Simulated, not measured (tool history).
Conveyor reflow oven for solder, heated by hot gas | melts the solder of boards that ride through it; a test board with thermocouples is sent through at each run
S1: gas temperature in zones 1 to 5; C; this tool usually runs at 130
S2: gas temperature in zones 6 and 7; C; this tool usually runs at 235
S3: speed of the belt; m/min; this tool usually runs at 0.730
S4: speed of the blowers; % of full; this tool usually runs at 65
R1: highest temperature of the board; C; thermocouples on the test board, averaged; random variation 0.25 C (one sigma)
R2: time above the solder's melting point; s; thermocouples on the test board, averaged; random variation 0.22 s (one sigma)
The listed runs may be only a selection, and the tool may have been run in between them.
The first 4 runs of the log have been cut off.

| run | day | S1 | S2 | S3 | S4 | R1 | R2 |
|---|---|---|---|---|---|---|---|
| 5 | 11.296 | 130 | 235 | 0.730 | 65 | 213.5 | 43.5 |
| 6 | 13.475 | 130 | 235 | 0.612 | 65 | 219.5 | 58.4 |
| 7 | 16.683 | 130 | 235 | 0.612 | 65 | 219.4 | 58.0 |
| 8 | 19.446 | 130 | 235 | 0.612 | 65 | 219.8 | 58.3 |
| 9 | 21.742 | 130 | 235 | 0.612 | 83 | 221.9 | 60.7 |
| 10 | 23.400 | 130 | 230 | 0.730 | 65 | 208.7 | 39.9 |
|  | 25.733 | flux residue cleaned out of gas plates and filters |
| 11 | 26.421 | 130 | 230 | 0.730 | 65 | 208.7 | 40.2 |
|  | 27.608 | thermocouples of zones 6 and 7 changed |
| 12 | 28.254 | 130 | 230 | 0.730 | 65 | 209.3 | 39.9 |
| 13 | 30.912 | 130 | 230 | 0.730 | 65 | 209.0 | 39.8 |
| 14 | 34.104 | 130 | 235 | 0.730 | 51 | 209.9 | 40.3 |
| 15 | 36.592 | 130 | 235 | 0.730 | 65 | 213.4 | 43.8 |
| 16 | 39.708 | 130 | 235 | 0.730 | 77 | 215.9 | 45.6 |
| 17 | 42.104 | 130 | 235 | 0.796 | 68 | 210.2 | 37.4 |
| 18 | 43.900 | 130 | 243 | 0.730 | 70 | 221.3 | 49.3 |
| 19 | 46.892 | 130 | 243 | 0.730 | 70 | 220.9 | 49.2 |

Forecast run 20:
| 20 | 50.392 | 123 | 248 | 0.683 | 70 | ? | ? |

R1: 227.0 C
R2: 54.5 s
Had the tool carried no hidden state, the very same run would have given R1 227.0 C, R2 54.5 s.

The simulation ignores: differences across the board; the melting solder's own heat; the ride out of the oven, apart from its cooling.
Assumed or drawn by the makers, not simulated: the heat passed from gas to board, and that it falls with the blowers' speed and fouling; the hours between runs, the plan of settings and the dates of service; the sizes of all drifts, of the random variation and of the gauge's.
